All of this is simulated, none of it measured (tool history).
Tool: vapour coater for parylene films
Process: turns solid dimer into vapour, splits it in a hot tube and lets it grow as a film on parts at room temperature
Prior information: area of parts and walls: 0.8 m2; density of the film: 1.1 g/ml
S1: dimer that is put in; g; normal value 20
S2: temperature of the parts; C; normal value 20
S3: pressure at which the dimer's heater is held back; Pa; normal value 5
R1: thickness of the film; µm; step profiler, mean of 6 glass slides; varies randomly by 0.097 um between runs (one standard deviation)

| run | hour | S1 | S2 | S3 | R1 |
|---|---|---|---|---|---|
| 1 | 0 | 20 | 20 | 5 | 11.49 |
| 2 | 21.4 | 20 | 20 | 5 | 11.49 |
| 3 | 51 | 20 | 20 | 5 | 11.37 |
| 4 | 80.8 | 20 | 20 | 5 | 11.33 |
| 5 | 97.5 | 20 | 20 | 5 | 11.41 |
| 6 | 114 | 20 | 20 | 5 | 11.19 |
| 7 | 140.2 | 20 | 20 | 5 | 11.14 |
| 8 | 181 | 10 | 20 | 5 | 5.55 |
| 9 | 220.8 | 10 | 20 | 5 | 5.57 |
| 10 | 238.2 | 20 | 20 | 5 | 11.02 |
| 11 | 258.6 | 20 | 20 | 5 | 10.92 |
| 12 | 286.8 | 20 | 20 | 5 | 10.87 |
| 13 | 319.2 | 13 | 20 | 5 | 7.05 |
| 14 | 355.2 | 13 | 20 | 5 | 7.09 |
| 15 | 382.2 | 20 | 20 | 7.3 | 10.55 |
| 16 | 421 | 20 | 20 | 5.33 | 10.8 |
| 17 | 457.3 | 20 | 20 | 5 | 10.7 |
| 18 | 475.8 | 20 | 20 | 3.08 | 11.02 |
| 19 | 508 | 20 | 20 | 3.08 | 11.09 |
|  | 541.5 | trap's valve overhauled |
| 20 | 544.6 | 20 | 20 | 3.08 | 10.77 |
| 21 | 584.9 | 36 | 20 | 5 | 18.97 |
| 22 | 606.4 | 20 | 12 | 5 | 12.6 |
| 23 | 641.5 | 20 | 25 | 9.21 | 8.9 |
| 24 | 672.1 | 10 | 25 | 9.21 | 4.38 |
| 25 | 695.3 | 10 | 25 | 9.21 | 4.38 |
| 26 | 715 | 16 | 20 | 7.73 | 8.05 |
| 27 | 733 | 19 | 30 | 11.79 | 7.14 |
|  | 756.9 | trap's valve overhauled, once more |
| 28 | 764.2 | 11 | 20 | 9.24 | 6.15 |
| 29 | 801.9 | 13 | 20 | 5 | 7.4 |
| 30 | 826.7 | 25 | 12 | 4.77 | 17.74 |
| 31 | 857 | 25 | 12 | 4.77 | 17.54 |
| 32 | 880.8 | 8 | 26 | 5.89 | 3.91 |
| 33 | 903.9 | 20 | 22 | 2.03 | 11.43 |
| 34 | 931 | 34 | 25 | 2.06 | 17.83 |
| 35 | 948.7 | 13 | 25 | 2.06 | 6.86 |
| 36 | 984.4 | 13 | 25 | 2.06 | 6.87 |
| 37 | 1001.6 | 13 | 25 | 2.06 | 6.76 |
| 38 | 1025.1 | 20 | 17 | 3.51 | 12.4 |
| 39 | 1065.8 | 13 | 17 | 6.13 | 7.78 |
| 40 | 1083.3 | 13 | 17 | 6.13 | 7.8 |
| 41 | 1105 | 13 | 17 | 6.13 | 7.8 |
|  | 1124.5 | table's thermometer calibrated |
| 42 | 1143.2 | 12 | 29 | 11.12 | 5.25 |
| 43 | 1164.4 | 12 | 29 | 11.12 | 5.21 |
| 44 | 1196.8 | 20 | 29 | 11.12 | 8.7 |

5 options for the next run, each taken on its own from the tool as it stands now. Forecast them:
| A | 1217.6 | 20 | 14 | 5 | ? |
| B | 1217.6 | 12 | 24 | 11.12 | ? |
| C | 1217.6 | 20 | 20 | 2.41 | ? |
| D | 1217.6 | 23 | 15 | 9.06 | ? |
| E | 1217.6 | 20 | 19 | 2.43 | ? |

| run | R1 |
|---|---|
| A | 13.17 |
| B | 5.83 |
| C | 11.76 |
| D | 14.04 |
| E | 11.96 |
Stripped of hidden state, with their random variation kept, the same runs would have yielded:
| run | R1 |
|---|---|
| A | 13.85 |
| B | 6.13 |
| C | 12.37 |
| D | 14.77 |
| E | 12.58 |

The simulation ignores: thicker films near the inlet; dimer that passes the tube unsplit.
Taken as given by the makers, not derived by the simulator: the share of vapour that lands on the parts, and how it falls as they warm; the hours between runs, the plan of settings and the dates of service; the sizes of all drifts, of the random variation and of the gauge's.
